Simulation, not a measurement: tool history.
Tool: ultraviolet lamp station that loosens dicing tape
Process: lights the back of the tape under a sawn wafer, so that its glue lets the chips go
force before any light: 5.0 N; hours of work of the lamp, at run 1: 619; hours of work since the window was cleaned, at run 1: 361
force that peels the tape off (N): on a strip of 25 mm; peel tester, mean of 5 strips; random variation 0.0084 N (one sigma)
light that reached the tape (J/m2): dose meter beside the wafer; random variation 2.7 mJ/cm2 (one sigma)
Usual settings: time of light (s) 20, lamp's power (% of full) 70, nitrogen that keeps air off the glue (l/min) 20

run     day  time of light (s)  lamp's power (% of full)  nitrogen that keeps air off the glue (l/min)  hours of work of the lamp  hours of work since the window was cleaned  force that peels the tape off (N)  light that reached the tape (J/m2)
  1       0                 20                        70                                            20                        619                                         361                              0.501                                2930
  2   1.092                 20                        78                                            20                        636                                         378                              0.385                                3250
  3   2.458                 20                        70                                            20                        657                                         399                              0.504                                2880
  4   3.775                 20                        70                                            20                        677                                         419                              0.525                                2930
      3.862  -- window cleaned of glue's vapour
  5   4.904                 20                        70                                            20                        694                                          16                              0.532                                2770
  6   6.167                 20                        70                                            20                        713                                          35                              0.548                                2780
      6.817  -- window cleaned of glue's vapour, once more
  7   6.967                 20                        70                                            20                        725                                           2                              0.466                                3050
  8   7.838                 20                        70                                            20                        739                                          16                              0.459                                3040
  9   8.492                 24                        70                                            13                        749                                          26                               0.45                                3640
 10   9.425                 24                        70                                            13                        763                                          40                              0.449                                3610
 11    10.7                 13                        76                                            20                        783                                          60                              0.928                                2110
 12  11.554                 19                        78                                            10                        796                                          73                              0.717                                3170
 13  12.675                 28                        70                                            16                        813                                          90                              0.299                                4160

How the hidden state differs across the entries between the runs, from the last listed run before each to the first after it:
Between runs 4 and 5: window cleaned of glue's vapour (day 3.862)
  lamp's light, % of a new lamp's: 87.9 -> 87.6; light that the window lets through, % of a clean one's: 93.1 -> 90.3
  measured less the result without the state, force that peels the tape off (N): +0.177 -> +0.207; light that reached the tape (J/m2): -650 -> -740
Between runs 6 and 7: window cleaned of glue's vapour, once more (day 6.817)
  lamp's light, % of a new lamp's: 87.2 -> 87; light that the window lets through, % of a clean one's: 90 -> 99.5
  measured less the result without the state, force that peels the tape off (N): +0.216 -> +0.118; light that reached the tape (J/m2): -750 -> -480
